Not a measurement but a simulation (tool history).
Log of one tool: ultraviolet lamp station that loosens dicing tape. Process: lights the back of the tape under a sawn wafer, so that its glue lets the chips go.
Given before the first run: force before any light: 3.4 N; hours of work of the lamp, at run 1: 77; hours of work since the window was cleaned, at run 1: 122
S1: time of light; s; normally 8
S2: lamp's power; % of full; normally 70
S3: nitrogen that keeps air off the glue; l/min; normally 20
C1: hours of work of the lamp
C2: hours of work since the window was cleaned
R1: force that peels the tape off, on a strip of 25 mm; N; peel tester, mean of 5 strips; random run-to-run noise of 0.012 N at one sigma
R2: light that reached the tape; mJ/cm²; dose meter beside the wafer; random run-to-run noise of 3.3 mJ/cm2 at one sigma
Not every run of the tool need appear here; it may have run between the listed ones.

Run 1, day 0.000: usual settings; C1 77; C2 122. Result: R1 0.552 N, R2 525 mJ/cm².
Run 2, day 2.104: usual settings; C1 101; C2 146. Result: R1 0.543 N, R2 523 mJ/cm².
Run 3, day 3.988: usual settings; C1 122; C2 168. Result: R1 0.556 N, R2 526 mJ/cm².
Run 4, day 5.621: usual settings but S1 5 s; C1 141; C2 186. Result: R1 1.067 N, R2 328 mJ/cm².
At day 7.442: window cleaned of glue's vapour.
Run 5, day 7.442: usual settings but S3 39 l/min; C1 161; C2 0. Result: R1 0.396 N, R2 532 mJ/cm².
Run 6, day 9.596: usual settings but S3 39 l/min; C1 186; C2 24. Result: R1 0.381 N, R2 525 mJ/cm².
Run 7, day 11.550: usual settings but S3 39 l/min; C1 208; C2 47. Result: R1 0.384 N, R2 522 mJ/cm².
Run 8, day 13.046: usual settings but S3 39 l/min; C1 225; C2 64. Result: R1 0.390 N, R2 526 mJ/cm².
Run 9, day 14.667: usual settings but S2 61 % of full, S3 17 l/min; C1 243; C2 82. Result: R1 0.763 N, R2 456 mJ/cm².
Run 10, day 16.783: usual settings but S2 61 % of full, S3 11 l/min; C1 267; C2 106. Result: R1 0.951 N, R2 454 mJ/cm².
Run 11, day 18.354: usual settings but S1 15 s, S2 61 % of full, S3 11 l/min; C1 285; C2 124. Result: R1 0.377 N, R2 863 mJ/cm².
Run 12, day 20.175: usual settings but S2 69 % of full, S3 11 l/min; C1 306; C2 145. Result: R1 0.810 N, R2 520 mJ/cm².
Run 13, day 21.858: usual settings but S1 4 s, S2 71 % of full, S3 29 l/min; C1 325; C2 164. Result: R1 1.153 N, R2 266 mJ/cm².
Run 14, day 24.004: usual settings but S1 5 s, S2 80 % of full; C1 349; C2 188. Result: R1 0.903 N, R2 368 mJ/cm².

Forecast each of these 3 alternatives for the next run:
At day 25.704: window cleaned of glue's vapour.
Run A, day 25.704: usual settings but S1 7 s; C1 368; C2 0. Result: R1 ?, R2 ?.
At day 25.704: window cleaned of glue's vapour.
Run B, day 25.704: usual settings but S1 5 s, S2 80 % of full; C1 368; C2 0. Result: R1 ?, R2 ?.
At day 25.704: window cleaned of glue's vapour.
Run C, day 25.704: usual settings but S1 5 s, S2 60 % of full; C1 368; C2 0. Result: R1 ?, R2 ?.

run     R1   R2
  A  0.682  458
  B  0.885  368
  C  1.229  283
What these runs would have given with no unlogged condition in the tool:
run     R1   R2
  A  0.681  459
  B  0.884  369
  C  1.228  283
